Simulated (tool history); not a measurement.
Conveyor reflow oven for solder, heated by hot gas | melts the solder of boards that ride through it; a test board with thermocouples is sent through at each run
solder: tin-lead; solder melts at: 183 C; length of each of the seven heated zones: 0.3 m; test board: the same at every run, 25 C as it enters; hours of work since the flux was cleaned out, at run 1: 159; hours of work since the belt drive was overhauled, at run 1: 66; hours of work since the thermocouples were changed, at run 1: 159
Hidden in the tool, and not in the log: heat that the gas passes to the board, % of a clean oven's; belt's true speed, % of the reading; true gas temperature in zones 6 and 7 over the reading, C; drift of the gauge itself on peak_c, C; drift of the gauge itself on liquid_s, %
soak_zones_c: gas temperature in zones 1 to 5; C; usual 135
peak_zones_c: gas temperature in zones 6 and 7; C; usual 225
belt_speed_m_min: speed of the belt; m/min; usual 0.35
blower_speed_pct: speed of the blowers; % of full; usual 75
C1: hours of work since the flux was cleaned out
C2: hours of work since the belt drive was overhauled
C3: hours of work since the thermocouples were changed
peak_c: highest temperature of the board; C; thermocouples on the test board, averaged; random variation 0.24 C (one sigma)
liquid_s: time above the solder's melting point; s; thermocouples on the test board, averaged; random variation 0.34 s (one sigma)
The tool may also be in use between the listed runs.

run 1 day=0 | soak_zones_c=135 peak_zones_c=225 belt_speed_m_min=0.35 blower_speed_pct=75 | C1=159 C2=66 C3=159 | peak_c=208.3 liquid_s=64.8
run 2 day=0.379 | soak_zones_c=135 peak_zones_c=225 belt_speed_m_min=0.35 blower_speed_pct=75 | C1=166 C2=73 C3=166 | peak_c=207.7 liquid_s=64.5
run 3 day=1.092 | soak_zones_c=135 peak_zones_c=225 belt_speed_m_min=0.35 blower_speed_pct=75 | C1=180 C2=87 C3=180 | peak_c=207.6 liquid_s=64.1
run 4 day=1.571 | soak_zones_c=135 peak_zones_c=225 belt_speed_m_min=0.35 blower_speed_pct=75 | C1=189 C2=96 C3=189 | peak_c=207.4 liquid_s=63.6
run 5 day=2.35 | soak_zones_c=135 peak_zones_c=225 belt_speed_m_min=0.35 blower_speed_pct=75 | C1=203 C2=110 C3=203 | peak_c=207.6 liquid_s=64
-- day=2.829 flux residue cleaned out of gas plates and filters
run 6 day=3.154 | soak_zones_c=126 peak_zones_c=225 belt_speed_m_min=0.35 blower_speed_pct=75 | C1=6 C2=121 C3=214 | peak_c=207.6 liquid_s=60.9
run 7 day=3.892 | soak_zones_c=126 peak_zones_c=225 belt_speed_m_min=0.35 blower_speed_pct=75 | C1=20 C2=135 C3=228 | peak_c=207.5 liquid_s=60.3
run 8 day=4.538 | soak_zones_c=135 peak_zones_c=238 belt_speed_m_min=0.35 blower_speed_pct=75 | C1=32 C2=147 C3=240 | peak_c=220 liquid_s=78.3
run 9 day=5.275 | soak_zones_c=135 peak_zones_c=238 belt_speed_m_min=0.35 blower_speed_pct=75 | C1=46 C2=161 C3=254 | peak_c=220.2 liquid_s=78.8
run 10 day=5.85 | soak_zones_c=135 peak_zones_c=214 belt_speed_m_min=0.35 blower_speed_pct=75 | C1=57 C2=172 C3=265 | peak_c=199.3 liquid_s=51.2
run 11 day=6.433 | soak_zones_c=135 peak_zones_c=214 belt_speed_m_min=0.35 blower_speed_pct=75 | C1=68 C2=183 C3=276 | peak_c=199.6 liquid_s=51.2
run 12 day=6.95 | soak_zones_c=135 peak_zones_c=214 belt_speed_m_min=0.35 blower_speed_pct=76 | C1=77 C2=193 C3=286 | peak_c=199.3 liquid_s=51.6
run 13 day=7.421 | soak_zones_c=135 peak_zones_c=214 belt_speed_m_min=0.35 blower_speed_pct=76 | C1=86 C2=201 C3=294 | peak_c=199.1 liquid_s=51.1
run 14 day=7.867 | soak_zones_c=135 peak_zones_c=225 belt_speed_m_min=0.35 blower_speed_pct=75 | C1=94 C2=210 C3=303 | peak_c=208.1 liquid_s=65
run 15 day=8.542 | soak_zones_c=135 peak_zones_c=225 belt_speed_m_min=0.35 blower_speed_pct=75 | C1=107 C2=222 C3=315 | peak_c=207.7 liquid_s=64.9
run 16 day=8.95 | soak_zones_c=135 peak_zones_c=225 belt_speed_m_min=0.35 blower_speed_pct=75 | C1=115 C2=230 C3=323 | peak_c=207.7 liquid_s=64.6
run 17 day=9.462 | soak_zones_c=147 peak_zones_c=225 belt_speed_m_min=0.35 blower_speed_pct=53 | C1=124 C2=240 C3=333 | peak_c=203.6 liquid_s=60.8
run 18 day=9.946 | soak_zones_c=147 peak_zones_c=225 belt_speed_m_min=0.35 blower_speed_pct=53 | C1=133 C2=249 C3=342 | peak_c=203.6 liquid_s=60.5
run 19 day=10.358 | soak_zones_c=145 peak_zones_c=231 belt_speed_m_min=0.383 blower_speed_pct=75 | C1=141 C2=256 C3=349 | peak_c=212.1 liquid_s=67.4
run 20 day=11.154 | soak_zones_c=135 peak_zones_c=219 belt_speed_m_min=0.33 blower_speed_pct=75 | C1=156 C2=271 C3=364 | peak_c=204 liquid_s=63.4
run 21 day=12.067 | soak_zones_c=124 peak_zones_c=216 belt_speed_m_min=0.35 blower_speed_pct=75 | C1=173 C2=288 C3=381 | peak_c=197.5 liquid_s=42.9
run 22 day=12.721 | soak_zones_c=131 peak_zones_c=225 belt_speed_m_min=0.304 blower_speed_pct=75 | C1=185 C2=301 C3=394 | peak_c=210.5 liquid_s=78.7
run 23 day=13.308 | soak_zones_c=131 peak_zones_c=225 belt_speed_m_min=0.304 blower_speed_pct=75 | C1=196 C2=312 C3=405 | peak_c=210.7 liquid_s=78.4
-- day=14.167 flux residue cleaned out of gas plates and filters
run 24 day=14.238 | soak_zones_c=120 peak_zones_c=240 belt_speed_m_min=0.368 blower_speed_pct=53 | C1=1 C2=325 C3=418 | peak_c=207.1 liquid_s=51.3
run 25 day=14.729 | soak_zones_c=128 peak_zones_c=225 belt_speed_m_min=0.346 blower_speed_pct=75 | C1=11 C2=334 C3=427 | peak_c=207.5 liquid_s=63.7
run 26 day=15.279 | soak_zones_c=128 peak_zones_c=225 belt_speed_m_min=0.346 blower_speed_pct=75 | C1=21 C2=345 C3=438 | peak_c=207.5 liquid_s=63
run 27 day=16.154 | soak_zones_c=135 peak_zones_c=235 belt_speed_m_min=0.35 blower_speed_pct=85 | C1=37 C2=361 C3=454 | peak_c=219.5 liquid_s=79.6
run 28 day=16.75 | soak_zones_c=135 peak_zones_c=235 belt_speed_m_min=0.35 blower_speed_pct=85 | C1=48 C2=372 C3=465 | peak_c=219 liquid_s=79.3
run 29 day=17.575 | soak_zones_c=135 peak_zones_c=235 belt_speed_m_min=0.35 blower_speed_pct=85 | C1=64 C2=388 C3=481 | peak_c=219.4 liquid_s=79.2
run 30 day=18.079 | soak_zones_c=135 peak_zones_c=235 belt_speed_m_min=0.35 blower_speed_pct=85 | C1=73 C2=397 C3=490 | peak_c=219.4 liquid_s=78.2
run 31 day=18.721 | soak_zones_c=135 peak_zones_c=235 belt_speed_m_min=0.35 blower_speed_pct=85 | C1=85 C2=409 C3=502 | peak_c=218.8 liquid_s=78.6

How the hidden state differs across the entries between the runs, from the last listed run before each to the first after it:
Between runs 5 and 6: flux residue cleaned out of gas plates and filters (day 2.829)
  heat that the gas passes to the board, % of a clean oven's: 93.2 -> 99.4; belt's true speed, % of the reading: 99.68 -> 99.65; true gas temperature in zones 6 and 7 over the reading, C: -0.3 -> -0.33
  measured less the result without the state, peak_c: -1.9 -> -0.3 C; liquid_s: -3.2 -> -0.3 s
Between runs 23 and 24: flux residue cleaned out of gas plates and filters (day 14.167)
  heat that the gas passes to the board, % of a clean oven's: 92.2 -> 99.2; belt's true speed, % of the reading: 99.17 -> 99.14; true gas temperature in zones 6 and 7 over the reading, C: -0.84 -> -0.87
  measured less the result without the state, peak_c: -2.4 -> -0.5 C; liquid_s: -3.4 -> -0.2 s
